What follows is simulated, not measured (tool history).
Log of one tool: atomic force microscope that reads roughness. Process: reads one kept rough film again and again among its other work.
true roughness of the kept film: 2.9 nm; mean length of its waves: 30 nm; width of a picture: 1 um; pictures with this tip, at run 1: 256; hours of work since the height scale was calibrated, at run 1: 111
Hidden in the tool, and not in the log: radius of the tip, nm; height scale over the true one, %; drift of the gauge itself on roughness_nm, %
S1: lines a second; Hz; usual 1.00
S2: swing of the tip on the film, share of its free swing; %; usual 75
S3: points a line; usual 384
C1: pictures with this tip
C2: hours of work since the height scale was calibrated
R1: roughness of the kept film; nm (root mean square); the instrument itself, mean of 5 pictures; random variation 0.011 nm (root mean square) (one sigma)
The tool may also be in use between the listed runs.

{"run": 1, "hour": 0.0, "S1": 1.0, "S2": 75, "S3": 384, "C1": 256, "C2": 111, "R1": 2.442}
{"run": 2, "hour": 18.8, "S1": 1.0, "S2": 75, "S3": 326, "C1": 277, "C2": 122, "R1": 2.448}
{"run": 3, "hour": 28.2, "S1": 1.0, "S2": 75, "S3": 326, "C1": 287, "C2": 127, "R1": 2.407}
{"run": 4, "hour": 38.9, "S1": 1.0, "S2": 75, "S3": 384, "C1": 299, "C2": 133, "R1": 2.438}
{"run": 5, "hour": 49.6, "S1": 1.0, "S2": 75, "S3": 384, "C1": 311, "C2": 139, "R1": 2.431}
{"run": 6, "hour": 71.3, "S1": 1.0, "S2": 80, "S3": 384, "C1": 335, "C2": 151, "R1": 2.381}
{"hour": 74.2, "done": "new tip fitted"}
{"run": 7, "hour": 91.2, "S1": 1.0, "S2": 80, "S3": 384, "C1": 19, "C2": 162, "R1": 2.586}
{"run": 8, "hour": 109.3, "S1": 1.0, "S2": 75, "S3": 384, "C1": 39, "C2": 172, "R1": 2.589}
{"run": 9, "hour": 125.3, "S1": 1.0, "S2": 88, "S3": 405, "C1": 56, "C2": 181, "R1": 2.52}
{"run": 10, "hour": 141.4, "S1": 1.91, "S2": 59, "S3": 614, "C1": 74, "C2": 190, "R1": 2.595}
{"run": 11, "hour": 162.6, "S1": 0.66, "S2": 59, "S3": 614, "C1": 98, "C2": 202, "R1": 2.591}
{"run": 12, "hour": 184.9, "S1": 0.66, "S2": 59, "S3": 614, "C1": 123, "C2": 215, "R1": 2.609}

Forecast run 13:
{"hour": 187.7, "done": "height scale calibrated on a step standard"}
{"run": 13, "hour": 199.4, "S1": 0.66, "S2": 59, "S3": 614, "C1": 137, "C2": 7, "R1": "?"}

R1: 2.611 nm (root mean square)
Without the tool's hidden state the same run would have given R1 2.724 nm (root mean square).
